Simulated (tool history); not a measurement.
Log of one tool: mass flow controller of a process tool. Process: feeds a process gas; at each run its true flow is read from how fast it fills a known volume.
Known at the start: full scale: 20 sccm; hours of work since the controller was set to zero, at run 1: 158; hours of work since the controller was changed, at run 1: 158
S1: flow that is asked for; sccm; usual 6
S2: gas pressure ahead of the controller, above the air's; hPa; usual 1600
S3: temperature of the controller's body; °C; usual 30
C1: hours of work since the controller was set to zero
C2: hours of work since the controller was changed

{"run": 1, "hour": 0.0, "S1": 6, "S2": 1600, "S3": 30, "C1": 158, "C2": 158, "true flow (%)": 98.5}
{"run": 2, "hour": 50.4, "S1": 6, "S2": 1600, "S3": 30, "C1": 195, "C2": 195, "true flow (%)": 98.59}
{"run": 3, "hour": 143.9, "S1": 6, "S2": 1600, "S3": 30, "C1": 262, "C2": 262, "true flow (%)": 98.61}
{"run": 4, "hour": 192.0, "S1": 6, "S2": 1600, "S3": 36, "C1": 297, "C2": 297, "true flow (%)": 98.22}
{"run": 5, "hour": 249.8, "S1": 6, "S2": 1600, "S3": 36, "C1": 339, "C2": 339, "true flow (%)": 98.21}
{"hour": 255.4, "done": "controller's zero set anew"}
{"run": 6, "hour": 340.7, "S1": 6, "S2": 1600, "S3": 36, "C1": 62, "C2": 404, "true flow (%)": 98.1}
{"run": 7, "hour": 382.1, "S1": 6, "S2": 1600, "S3": 36, "C1": 91, "C2": 434, "true flow (%)": 98.08}
{"run": 8, "hour": 424.0, "S1": 6, "S2": 1600, "S3": 36, "C1": 122, "C2": 464, "true flow (%)": 97.94}
{"run": 9, "hour": 476.6, "S1": 6, "S2": 1600, "S3": 36, "C1": 160, "C2": 502, "true flow (%)": 98.02}
{"run": 10, "hour": 525.6, "S1": 6, "S2": 1710, "S3": 36, "C1": 195, "C2": 538, "true flow (%)": 97.99}
{"run": 11, "hour": 622.8, "S1": 6, "S2": 1710, "S3": 36, "C1": 265, "C2": 608, "true flow (%)": 97.98}
{"run": 12, "hour": 701.3, "S1": 7, "S2": 2410, "S3": 36, "C1": 322, "C2": 664, "true flow (%)": 98.04}
{"hour": 739.0, "done": "controller's zero set anew, once more"}
{"run": 13, "hour": 785.7, "S1": 7, "S2": 2410, "S3": 36, "C1": 34, "C2": 725, "true flow (%)": 98.74}
{"run": 14, "hour": 845.9, "S1": 11, "S2": 2500, "S3": 31, "C1": 77, "C2": 769, "true flow (%)": 99.31}
{"run": 15, "hour": 911.9, "S1": 11, "S2": 1550, "S3": 31, "C1": 125, "C2": 816, "true flow (%)": 99.31}
{"run": 16, "hour": 957.5, "S1": 11, "S2": 1550, "S3": 31, "C1": 158, "C2": 849, "true flow (%)": 99.43}
{"run": 17, "hour": 1046.4, "S1": 2, "S2": 1550, "S3": 31, "C1": 222, "C2": 913, "true flow (%)": 98.26}
{"run": 18, "hour": 1119.2, "S1": 4, "S2": 1550, "S3": 26, "C1": 275, "C2": 966, "true flow (%)": 98.82}

Measured less the same run without the tool's hidden state. The same run-to-run variation is in both; the gauge's scatter may not be:
The hidden state here: flow at rest that the sensor doesn't see, % of full scale; true flow over the shown one, %; drift of the gauge itself on true_pct, %.
run=1 true_flow_(%)=+0.01
run=2 true_flow_(%)=+0.00
run=3 true_flow_(%)=-0.02
run=4 true_flow_(%)=-0.04
run=5 true_flow_(%)=-0.05
run=6 true_flow_(%)=-0.25
run=7 true_flow_(%)=-0.25
run=8 true_flow_(%)=-0.26
run=9 true_flow_(%)=-0.28
run=10 true_flow_(%)=-0.29
run=11 true_flow_(%)=-0.31
run=12 true_flow_(%)=-0.24
run=13 true_flow_(%)=+0.31
run=14 true_flow_(%)=+0.31
run=15 true_flow_(%)=+0.31
run=16 true_flow_(%)=+0.30
run=17 true_flow_(%)=+0.03
run=18 true_flow_(%)=+0.16
